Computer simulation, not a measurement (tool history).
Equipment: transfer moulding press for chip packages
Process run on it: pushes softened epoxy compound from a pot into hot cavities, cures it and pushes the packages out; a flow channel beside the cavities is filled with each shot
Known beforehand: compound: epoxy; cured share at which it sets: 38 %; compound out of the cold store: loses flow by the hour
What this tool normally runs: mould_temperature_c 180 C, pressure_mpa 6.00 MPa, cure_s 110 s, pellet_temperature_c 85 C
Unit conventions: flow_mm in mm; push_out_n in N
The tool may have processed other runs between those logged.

run	hour	mould_temperature_c	pressure_mpa	cure_s	pellet_temperature_c	incoming compound's hours out of the cold store	flow_mm	push_out_n
1	0.0	180	6.00	110	85	26.2	593	404
2	33.6	180	6.00	110	85	24.9	595	507
3	64.2	180	6.00	110	85	35.4	559	555
4	82.7	180	6.00	110	85	12.1	638	574
# hour 93.7: cavities cleaned with cleaning compound and waxed
5	99.6	180	6.00	110	85	24.2	594	358
6	120.8	180	6.00	110	85	23.9	594	439
7	153.4	180	6.00	110	85	26.6	588	508
8	176.0	180	6.00	110	85	8.9	642	548
9	198.4	180	6.00	110	85	46.5	520	573
# hour 209.6: cavities cleaned with cleaning compound and waxed
10	218.9	180	6.00	110	85	12.4	629	384
11	239.5	180	6.00	121	85	39.4	540	425
12	268.7	180	6.00	110	91	40.6	532	508
13	292.1	180	6.96	110	85	37.7	582	545
14	321.8	180	5.07	110	85	40.9	490	592
# hour 326.3: cavities cleaned with cleaning compound and waxed
15	341.9	184	6.00	110	82	11.4	612	370
16	365.0	180	6.07	96	83	30.0	567	531
17	393.8	183	4.59	122	87	16.5	523	481
18	412.0	183	4.59	122	87	27.5	487	516
# hour 443.4: cavities cleaned with cleaning compound and waxed
19	443.4	181	6.00	108	81	41.5	520	321
20	468.7	175	6.00	110	89	35.1	546	513
# hour 473.0: mould's thermocouples calibrated
21	488.3	187	6.79	129	78	28.1	579	450
22	502.8	187	6.79	129	78	24.9	589	459
23	524.6	180	6.92	110	85	39.5	556	525
24	546.7	187	6.92	110	85	23.2	599	527
# hour 562.1: cavities cleaned with cleaning compound and waxed
25	582.5	186	6.00	116	85	42.0	503	387
26	608.1	186	6.00	121	93	12.9	589	441
27	640.3	180	5.35	110	79	47.9	466	527
# hour 663.5: plunger's sealing rings changed
28	676.6	181	5.09	135	92	28.9	533	570

Measured less the same run without the tool's hidden state. The same run-to-run variation is in both; the gauge's scatter may not be:
Hidden state present: true mould temperature over the reading, C; pressure that reaches the compound, % of what is set; grip of the stained cavities, % over clean ones'; drift of the gauge itself on flow_mm, %; drift of the gauge itself on push_out_n, %.
run	flow_mm	push_out_n
1	-1	+87
2	-3	+183
3	-5	+234
4	-6	+256
5	-7	+34
6	-8	+115
7	-10	+196
8	-12	+237
9	-11	+263
10	-15	+66
11	-13	+124
12	-15	+201
13	-18	+239
14	-16	+274
15	-21	+60
16	-22	+172
17	-21	+187
18	-22	+218
19	-25	+9
20	-26	+140
21	-32	+140
22	-33	+169
23	-32	+213
24	-37	+234
25	-33	+80
26	-40	+143
27	-34	+211
28	-3	+257
